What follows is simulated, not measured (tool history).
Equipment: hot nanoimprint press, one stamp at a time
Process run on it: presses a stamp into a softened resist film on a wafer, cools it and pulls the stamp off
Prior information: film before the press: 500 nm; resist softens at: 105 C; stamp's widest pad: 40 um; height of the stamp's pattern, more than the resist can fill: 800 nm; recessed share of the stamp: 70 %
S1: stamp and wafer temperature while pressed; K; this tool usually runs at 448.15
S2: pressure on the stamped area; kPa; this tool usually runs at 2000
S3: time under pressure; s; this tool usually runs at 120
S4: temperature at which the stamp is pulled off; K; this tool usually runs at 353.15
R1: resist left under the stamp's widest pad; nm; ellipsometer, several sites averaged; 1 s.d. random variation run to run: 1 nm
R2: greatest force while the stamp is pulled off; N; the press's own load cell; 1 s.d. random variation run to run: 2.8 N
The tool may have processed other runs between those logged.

{"run": 1, "hour": 0.0, "S1": 448.15, "S2": 2000, "S3": 120, "S4": 353.15, "R1": 288.7, "R2": 179}
{"run": 2, "hour": 19.8, "S1": 448.15, "S2": 2000, "S3": 120, "S4": 340.15, "R1": 286.6, "R2": 200}
{"run": 3, "hour": 43.3, "S1": 448.15, "S2": 2000, "S3": 155, "S4": 353.15, "R1": 265.7, "R2": 181}
{"run": 4, "hour": 66.7, "S1": 448.15, "S2": 2000, "S3": 120, "S4": 353.15, "R1": 289.7, "R2": 179}
{"run": 5, "hour": 93.9, "S1": 459.15, "S2": 2000, "S3": 120, "S4": 353.15, "R1": 203.9, "R2": 178}
{"run": 6, "hour": 135.4, "S1": 459.15, "S2": 2000, "S3": 120, "S4": 353.15, "R1": 203.4, "R2": 184}
{"run": 7, "hour": 173.1, "S1": 459.15, "S2": 2000, "S3": 120, "S4": 353.15, "R1": 204.8, "R2": 180}
{"run": 8, "hour": 195.9, "S1": 459.15, "S2": 2000, "S3": 120, "S4": 353.15, "R1": 205.3, "R2": 181}
{"run": 9, "hour": 229.8, "S1": 459.15, "S2": 2000, "S3": 120, "S4": 353.15, "R1": 205.5, "R2": 176}
{"run": 10, "hour": 264.7, "S1": 459.15, "S2": 2000, "S3": 120, "S4": 353.15, "R1": 205.2, "R2": 182}
{"run": 11, "hour": 301.7, "S1": 459.15, "S2": 2000, "S3": 120, "S4": 353.15, "R1": 206.7, "R2": 174}
{"run": 12, "hour": 343.8, "S1": 459.15, "S2": 1410, "S3": 120, "S4": 353.15, "R1": 242.8, "R2": 180}
{"run": 13, "hour": 369.4, "S1": 459.15, "S2": 1410, "S3": 120, "S4": 353.15, "R1": 243.2, "R2": 179}
{"run": 14, "hour": 393.2, "S1": 443.15, "S2": 2000, "S3": 120, "S4": 353.15, "R1": 336.4, "R2": 185}
{"run": 15, "hour": 417.5, "S1": 443.15, "S2": 2000, "S3": 120, "S4": 353.15, "R1": 339.1, "R2": 183}
{"run": 16, "hour": 454.5, "S1": 443.15, "S2": 2000, "S3": 120, "S4": 353.15, "R1": 342, "R2": 180}
{"run": 17, "hour": 489.5, "S1": 443.15, "S2": 2000, "S3": 120, "S4": 353.15, "R1": 338.6, "R2": 182}
{"run": 18, "hour": 517.6, "S1": 443.15, "S2": 2000, "S3": 120, "S4": 353.15, "R1": 341, "R2": 176}
{"run": 19, "hour": 553.6, "S1": 460.15, "S2": 2850, "S3": 65, "S4": 351.15, "R1": 210.3, "R2": 178}
{"run": 20, "hour": 593.4, "S1": 449.15, "S2": 2000, "S3": 120, "S4": 345.15, "R1": 281.2, "R2": 200}
{"run": 21, "hour": 636.3, "S1": 449.15, "S2": 2000, "S3": 120, "S4": 345.15, "R1": 280.5, "R2": 197}
{"run": 22, "hour": 676.8, "S1": 448.15, "S2": 2000, "S3": 201, "S4": 344.15, "R1": 245.3, "R2": 193}
{"run": 23, "hour": 701.4, "S1": 448.15, "S2": 2000, "S3": 191, "S4": 353.15, "R1": 248.6, "R2": 180}
{"run": 24, "hour": 731.0, "S1": 448.15, "S2": 2000, "S3": 191, "S4": 353.15, "R1": 248.9, "R2": 174}
{"run": 25, "hour": 767.6, "S1": 443.15, "S2": 2180, "S3": 190, "S4": 357.15, "R1": 285.1, "R2": 164}
{"run": 26, "hour": 787.0, "S1": 443.15, "S2": 2180, "S3": 190, "S4": 357.15, "R1": 285.5, "R2": 174}
{"run": 27, "hour": 813.2, "S1": 443.15, "S2": 2180, "S3": 190, "S4": 357.15, "R1": 286.7, "R2": 172}
{"run": 28, "hour": 844.4, "S1": 443.15, "S2": 2000, "S3": 114, "S4": 353.15, "R1": 342.5, "R2": 175}
{"run": 29, "hour": 888.7, "S1": 456.15, "S2": 2600, "S3": 120, "S4": 342.15, "R1": 199.6, "R2": 193}
{"run": 30, "hour": 940.0, "S1": 444.15, "S2": 2040, "S3": 239, "S4": 347.15, "R1": 262.9, "R2": 189}
{"run": 31, "hour": 964.3, "S1": 444.15, "S2": 2040, "S3": 239, "S4": 347.15, "R1": 264.4, "R2": 190}

Withheld: 4 entries from between the runs. Position of each, and hidden state at the listed run before versus the listed run after:
Run 11 -> run 12: stamp cleaned and given a new release coat (hour 317.4)
  true temperature over the reading, C: 0.03 -> 0.04; pressure that arrives at the usual setting, %: 99.83 -> 99.82; grip of the stamp's worn release coat, % over a new coat's: 0.7 -> 0; drift of the gauge itself on residual_nm, %: 1.14 -> 1.28
  difference, measured minus the result without the unlogged condition, R1: +2.3 -> +2.9 nm
Run 18 -> run 19: gauge calibrated (hour 538.1)
  drift of the gauge itself on residual_nm, %: 1.94 -> 0.06
  difference, measured minus the result without the unlogged condition, R1: +6.3 -> +0.1 nm
Run 19 -> run 20: plate thermocouple calibrated (hour 593.4)
  true temperature over the reading, C: 0.05 -> 0; pressure that arrives at the usual setting, %: 99.8 -> 99.79; drift of the gauge itself on residual_nm, %: 0.06 -> 0.2
  difference, measured minus the result without the unlogged condition, R1: +0.1 -> +0.7 nm
Run 29 -> run 30: press's hydraulic seals changed and the load cell set to zero (hour 900.7)
  pressure that arrives at the usual setting, %: 99.76 -> 99.98; drift of the gauge itself on residual_nm, %: 1.32 -> 1.48
  difference, measured minus the result without the unlogged condition, R1: +2.7 -> +3.5 nm

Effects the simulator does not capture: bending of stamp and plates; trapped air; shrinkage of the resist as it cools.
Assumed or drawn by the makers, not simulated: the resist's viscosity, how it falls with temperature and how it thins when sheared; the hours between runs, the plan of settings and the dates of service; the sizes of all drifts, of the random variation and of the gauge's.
